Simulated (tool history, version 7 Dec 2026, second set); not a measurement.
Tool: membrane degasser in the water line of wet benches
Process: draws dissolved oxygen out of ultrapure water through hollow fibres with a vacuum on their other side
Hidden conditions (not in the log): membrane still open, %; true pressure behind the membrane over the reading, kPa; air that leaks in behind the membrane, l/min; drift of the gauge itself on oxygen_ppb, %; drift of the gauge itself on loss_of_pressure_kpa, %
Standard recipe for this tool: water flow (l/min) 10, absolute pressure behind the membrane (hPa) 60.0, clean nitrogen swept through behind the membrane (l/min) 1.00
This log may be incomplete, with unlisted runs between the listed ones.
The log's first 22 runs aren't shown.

run,hour,water flow (l/min),absolute pressure behind the membrane (hPa),clean nitrogen swept through behind the membrane (l/min),hours since the membrane was changed,hours since the vacuum gauge was calibrated,hours since the vacuum lines were made tight,dissolved oxygen in the water behind the degasser (ppb),pressure that the water loses in the fibres (hPa)
23,986.9,7,41.2,0.43,1476,5724,3874,36.1,379.0
24,1026.0,7,41.2,0.43,1515,5763,3913,36.2,378.8
# hour 1048.3: seals of the vacuum lines changed
25,1097.0,7,41.2,1.66,1584,5832,49,11.4,381.0
26,1135.6,9,144.6,1.08,1622,5871,87,224.5,490.6
27,1186.4,9,144.6,1.08,1673,5922,138,223.5,484.5
28,1237.6,9,69.6,0.40,1724,5973,189,187.5,487.5
29,1292.7,10,59.6,1.31,1779,6028,244,54.4,541.5
30,1344.0,7,95.3,1.00,1831,6079,296,108.4,384.9
# hour 1370.1: vacuum gauge calibrated
31,1389.2,16,73.4,0.78,1875,19,340,197.8,870.0
32,1448.2,14,36.4,2.81,1934,78,399,14.8,759.3
33,1509.4,11,50.2,1.32,1995,139,461,42.3,592.0

3 ways to go on from here, each from the tool as it stands after run 33. What would each give?
A,1539.3,8,131.7,2.00,2025,169,491,?,?
B,1539.3,10,60.0,2.87,2025,169,491,?,?
C,1539.3,8,50.2,1.32,2025,169,491,?,?

run,dissolved oxygen in the water behind the degasser (ppb),pressure that the water loses in the fibres (hPa)
A,99.2,436.7
B,28.2,545.2
C,29.1,437.1
The same runs, with their run-to-run variation unchanged, on a tool lacking any hidden condition would have given:
run,dissolved oxygen in the water behind the degasser (ppb),pressure that the water loses in the fibres (hPa)
A,99.1,436.5
B,28.1,544.9
C,29.1,436.9
